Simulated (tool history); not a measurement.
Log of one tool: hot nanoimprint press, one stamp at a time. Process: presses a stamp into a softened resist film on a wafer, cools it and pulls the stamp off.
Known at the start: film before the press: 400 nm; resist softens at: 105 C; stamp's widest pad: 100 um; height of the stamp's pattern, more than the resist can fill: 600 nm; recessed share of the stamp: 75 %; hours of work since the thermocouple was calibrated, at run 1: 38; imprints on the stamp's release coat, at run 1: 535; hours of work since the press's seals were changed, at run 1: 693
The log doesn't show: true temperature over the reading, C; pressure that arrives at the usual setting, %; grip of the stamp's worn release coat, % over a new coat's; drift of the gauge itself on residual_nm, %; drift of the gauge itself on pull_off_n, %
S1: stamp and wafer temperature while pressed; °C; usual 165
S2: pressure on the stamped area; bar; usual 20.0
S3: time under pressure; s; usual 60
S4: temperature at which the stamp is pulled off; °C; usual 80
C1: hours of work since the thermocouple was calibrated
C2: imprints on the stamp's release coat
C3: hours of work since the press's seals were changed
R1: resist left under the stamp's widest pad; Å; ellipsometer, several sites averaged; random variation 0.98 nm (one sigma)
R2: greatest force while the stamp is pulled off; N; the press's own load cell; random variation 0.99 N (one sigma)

run,day,S1,S2,S3,S4,C1,C2,C3,R1,R2
1,0.000,165,20.0,60,80,38,535,693,1448,112.4
2,3.004,165,20.0,102,80,83,720,738,1186,114.7
3,4.892,173,20.0,60,80,111,837,766,898,116.6
4,8.596,165,18.5,60,80,165,1065,820,1557,115.3
5,10.904,165,20.0,60,80,199,1208,854,1507,118.2
6,12.525,165,20.0,60,80,223,1308,878,1509,118.6
# day 13.421: press's hydraulic seals changed and the load cell set to zero
7,15.250,165,20.0,60,80,259,1455,27,1498,121.9
# day 16.371: stamp cleaned and given a new release coat
8,19.029,165,20.0,60,80,311,164,79,1512,110.2
9,22.717,165,20.0,86,80,365,392,134,1336,113.8
10,24.904,165,20.0,60,80,398,527,166,1538,115.9
11,28.538,165,20.0,60,80,451,751,220,1557,117.6
12,32.196,159,20.0,60,80,506,977,274,2230,116.8
13,35.062,165,20.0,60,80,548,1154,316,1567,120.2
# day 35.492: plate thermocouple calibrated
14,38.088,165,20.0,60,79,38,1333,359,1650,120.8
15,40.312,165,20.0,85,80,71,1470,392,1420,123.0
# day 41.179: stamp cleaned and given a new release coat
# day 41.604: plate thermocouple calibrated, once more
16,43.988,154,26.5,60,80,35,166,441,2498,110.0
17,46.338,154,26.5,60,80,70,311,476,2500,110.4
18,49.233,154,26.5,60,80,113,489,518,2513,111.3
19,52.833,158,20.0,70,80,166,712,572,2157,116.7
20,56.592,175,23.0,70,80,222,944,627,716,116.4
21,58.271,175,12.2,59,82,246,1047,652,1077,115.1
22,61.200,175,12.2,59,82,290,1228,695,1083,117.4
23,63.929,175,12.2,59,82,330,1397,736,1090,116.1
# day 65.950: stamp cleaned and given a new release coat
24,66.079,159,12.2,42,82,358,8,764,2922,106.9
25,68.221,159,12.2,42,82,390,140,795,2909,110.0
26,71.746,155,21.0,40,84,442,357,847,3045,108.7
# day 74.871: press's hydraulic seals changed and the load cell set to zero
27,75.608,175,13.0,60,82,494,575,11,1068,113.6
28,78.388,156,29.6,69,87,535,747,52,2241,109.7
# day 81.667: plate thermocouple calibrated
29,82.383,156,29.6,69,87,11,986,109,1994,108.8

Forecast each of these 3 alternatives for the next run:
A,84.867,165,28.3,53,80,47,1139,146,?,?
B,84.867,174,23.4,60,80,47,1139,146,?,?
C,84.867,156,15.7,50,87,47,1139,146,?,?

run,R1,R2
A,1287,114.5
B,771,115.4
C,2783,110.3
Without the tool's hidden state the same runs would have given:
run,R1,R2
A,1249,106.2
B,750,107.2
C,2735,102.4
